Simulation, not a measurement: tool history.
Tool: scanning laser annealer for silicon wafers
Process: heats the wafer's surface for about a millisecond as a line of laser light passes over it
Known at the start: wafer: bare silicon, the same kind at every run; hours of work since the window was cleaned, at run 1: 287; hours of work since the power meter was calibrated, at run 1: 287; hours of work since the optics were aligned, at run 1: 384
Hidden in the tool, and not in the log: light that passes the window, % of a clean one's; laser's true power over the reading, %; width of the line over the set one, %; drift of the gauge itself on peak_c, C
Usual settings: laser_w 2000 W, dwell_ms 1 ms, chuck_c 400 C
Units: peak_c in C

| run | day | laser_w | dwell_ms | chuck_c | hours of work since the window was cleaned | hours of work since the power meter was calibrated | hours of work since the optics were aligned | peak_c |
|---|---|---|---|---|---|---|---|---|
| 1 | 0 | 2000 | 1 | 400 | 287 | 287 | 384 | 1128 |
| 2 | 0.796 | 2000 | 1 | 400 | 299 | 299 | 396 | 1125 |
| 3 | 1.638 | 2000 | 1 | 400 | 311 | 311 | 408 | 1122 |
| 4 | 2.317 | 2000 | 1 | 400 | 321 | 321 | 418 | 1120 |
| 5 | 3.292 | 2000 | 0.85 | 400 | 335 | 335 | 432 | 1056 |
| 6 | 4.229 | 2000 | 0.85 | 400 | 349 | 349 | 446 | 1052 |
| 7 | 4.892 | 2000 | 0.85 | 400 | 358 | 358 | 456 | 1052 |
| 8 | 5.738 | 2000 | 0.85 | 400 | 371 | 371 | 468 | 1051 |
| 9 | 6.488 | 2000 | 0.85 | 400 | 382 | 382 | 479 | 1048 |
| 10 | 6.992 | 2000 | 1 | 392 | 389 | 389 | 486 | 1108 |
| 11 | 7.683 | 2000 | 0.98 | 400 | 399 | 399 | 497 | 1110 |
| 12 | 8.508 | 2000 | 0.98 | 400 | 411 | 411 | 509 | 1107 |
| 13 | 9.079 | 2000 | 1.22 | 400 | 420 | 420 | 517 | 1203 |
| 14 | 9.538 | 1729 | 0.75 | 377 | 426 | 426 | 524 | 878 |
| 15 | 10.367 | 1947 | 0.96 | 375 | 438 | 438 | 536 | 1044 |
|  | 10.929 | window over the wafer cleaned |
| 16 | 11.1 | 1963 | 0.86 | 400 | 3 | 448 | 545 | 1067 |
| 17 | 11.9 | 1963 | 0.86 | 400 | 14 | 459 | 557 | 1070 |
| 18 | 12.604 | 1963 | 0.86 | 400 | 24 | 470 | 567 | 1066 |
| 19 | 13.112 | 2139 | 1.07 | 396 | 32 | 477 | 574 | 1238 |
| 20 | 13.738 | 1748 | 1.05 | 400 | 41 | 486 | 584 | 1050 |
| 21 | 14.154 | 1748 | 1.05 | 400 | 47 | 492 | 590 | 1049 |
| 22 | 14.975 | 1862 | 0.75 | 415 | 59 | 504 | 602 | 989 |
| 23 | 15.696 | 2000 | 0.76 | 400 | 70 | 515 | 612 | 1028 |
| 24 | 16.492 | 1951 | 1 | 406 | 81 | 526 | 624 | 1125 |
| 25 | 17.429 | 1951 | 1 | 406 | 95 | 540 | 637 | 1121 |

Some steps in peak_c between neighbouring runs. How much of each would the tool show without its hidden state too (settings, what came in, random variation), and how much is left for the hidden state, with any gauge scatter that isn't in both results?
Run 13 -> 14: laser_w 2000 -> 1729, dwell_ms 1.22 -> 0.75, chuck_c 400 -> 377. peak_c -325 C: hidden state +19, all else -344.
Run 15 -> 16: laser_w 1947 -> 1963, dwell_ms 0.96 -> 0.86, chuck_c 375 -> 400, window over the wafer cleaned. peak_c +23 C: hidden state +36, all else -13.
Run 19 -> 20: laser_w 2139 -> 1748, dwell_ms 1.07 -> 1.05, chuck_c 396 -> 400. peak_c -188 C: hidden state +3, all else -191.
